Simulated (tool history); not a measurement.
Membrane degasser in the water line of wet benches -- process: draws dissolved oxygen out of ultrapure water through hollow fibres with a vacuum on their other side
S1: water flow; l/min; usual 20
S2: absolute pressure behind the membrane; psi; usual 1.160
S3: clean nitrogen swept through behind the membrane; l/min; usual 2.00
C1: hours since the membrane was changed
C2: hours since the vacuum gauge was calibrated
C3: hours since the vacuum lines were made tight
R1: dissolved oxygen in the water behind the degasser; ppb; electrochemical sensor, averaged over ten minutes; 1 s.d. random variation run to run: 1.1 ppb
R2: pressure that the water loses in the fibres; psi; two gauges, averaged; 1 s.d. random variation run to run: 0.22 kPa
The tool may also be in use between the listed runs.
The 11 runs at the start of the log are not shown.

Run 12, hour 506.5: usual settings but S1 29 l/min; C1 1620; C2 1900; C3 967. Result: R1 227.0 ppb, R2 11.758 psi.
Run 13, hour 543.0: usual settings but S1 29 l/min; C1 1656; C2 1936; C3 1003. Result: R1 232.9 ppb, R2 11.719 psi.
Run 14, hour 601.7: usual settings but S1 29 l/min; C1 1715; C2 1995; C3 1062. Result: R1 232.7 ppb, R2 11.647 psi.
Run 15, hour 632.3: usual settings; C1 1745; C2 2025; C3 1093. Result: R1 130.6 ppb, R2 8.137 psi.
Run 16, hour 671.9: usual settings; C1 1785; C2 2065; C3 1132. Result: R1 132.3 ppb, R2 8.126 psi.
Run 17, hour 717.4: usual settings but S2 2.366 psi; C1 1830; C2 2110; C3 1178. Result: R1 320.4 ppb, R2 8.066 psi.
Run 18, hour 765.3: usual settings but S2 2.366 psi; C1 1878; C2 2158; C3 1226. Result: R1 318.9 ppb, R2 8.147 psi.
Run 19, hour 815.7: usual settings but S1 13 l/min, S2 0.747 psi, S3 1.61 l/min; C1 1929; C2 2209; C3 1276. Result: R1 43.4 ppb, R2 5.310 psi.
Run 20, hour 879.9: usual settings but S1 13 l/min, S2 2.705 psi, S3 1.16 l/min; C1 1993; C2 2273; C3 1340. Result: R1 392.3 ppb, R2 5.263 psi.
Run 21, hour 931.9: usual settings but S1 13 l/min, S2 2.705 psi, S3 1.16 l/min; C1 2045; C2 2325; C3 1392. Result: R1 403.3 ppb, R2 5.255 psi.
Run 22, hour 1000.5: usual settings but S1 26 l/min, S3 1.22 l/min; C1 2114; C2 2394; C3 1461. Result: R1 277.8 ppb, R2 10.522 psi.
Run 23, hour 1070.1: usual settings but S3 4.24 l/min; C1 2183; C2 2463; C3 1531. Result: R1 73.7 ppb, R2 8.071 psi.
Run 24, hour 1126.2: usual settings but S3 4.24 l/min; C1 2239; C2 2519; C3 1587. Result: R1 71.7 ppb, R2 8.187 psi.
Run 25, hour 1185.7: usual settings but S2 1.168 psi, S3 1.74 l/min; C1 2299; C2 2579; C3 1646. Result: R1 147.9 ppb, R2 8.122 psi.
Run 26, hour 1231.5: usual settings but S2 1.168 psi, S3 1.74 l/min; C1 2345; C2 2625; C3 1692. Result: R1 149.9 ppb, R2 8.090 psi.
Run 27, hour 1293.7: usual settings but S1 13 l/min, S2 1.685 psi, S3 1.37 l/min; C1 2407; C2 2687; C3 1754. Result: R1 192.5 ppb, R2 5.285 psi.
Run 28, hour 1325.3: usual settings but S2 0.879 psi; C1 2438; C2 2718; C3 1786. Result: R1 88.7 ppb, R2 8.142 psi.
Run 29, hour 1394.2: usual settings but S2 0.879 psi; C1 2507; C2 2787; C3 1855. Result: R1 89.4 ppb, R2 8.154 psi.
Run 30, hour 1434.5: usual settings but S1 27 l/min, S2 0.879 psi; C1 2548; C2 2828; C3 1895. Result: R1 151.5 ppb, R2 11.055 psi.
Run 31, hour 1478.6: usual settings but S1 17 l/min, S2 2.337 psi; C1 2592; C2 2872; C3 1939. Result: R1 268.0 ppb, R2 6.942 psi.

Here are 4 independent what-if runs from the current tool condition. What would each one return?
Run A, hour 1520.4: usual settings but S1 19 l/min, S2 2.337 psi, S3 1.42 l/min; C1 2633; C2 2913; C3 1981. Result: R1 ?, R2 ?.
Run B, hour 1520.4: usual settings but S1 23 l/min, S2 1.295 psi, S3 3.28 l/min; C1 2633; C2 2913; C3 1981. Result: R1 ?, R2 ?.
Run C, hour 1520.4: usual settings but S1 26 l/min, S2 1.887 psi, S3 4.01 l/min; C1 2633; C2 2913; C3 1981. Result: R1 ?, R2 ?.
Run D, hour 1520.4: usual settings but S1 29 l/min, S3 5.38 l/min; C1 2633; C2 2913; C3 1981. Result: R1 ?, R2 ?.

run     R1      R2
  A  408.3   7.735
  B  131.0   9.340
  C  202.6  10.663
  D  134.0  11.873
Had the tool no hidden state, the same runs would have come out as:
run     R1      R2
  A  398.6   7.643
  B  124.8   9.229
  C  195.6  10.537
  D  127.1  11.732
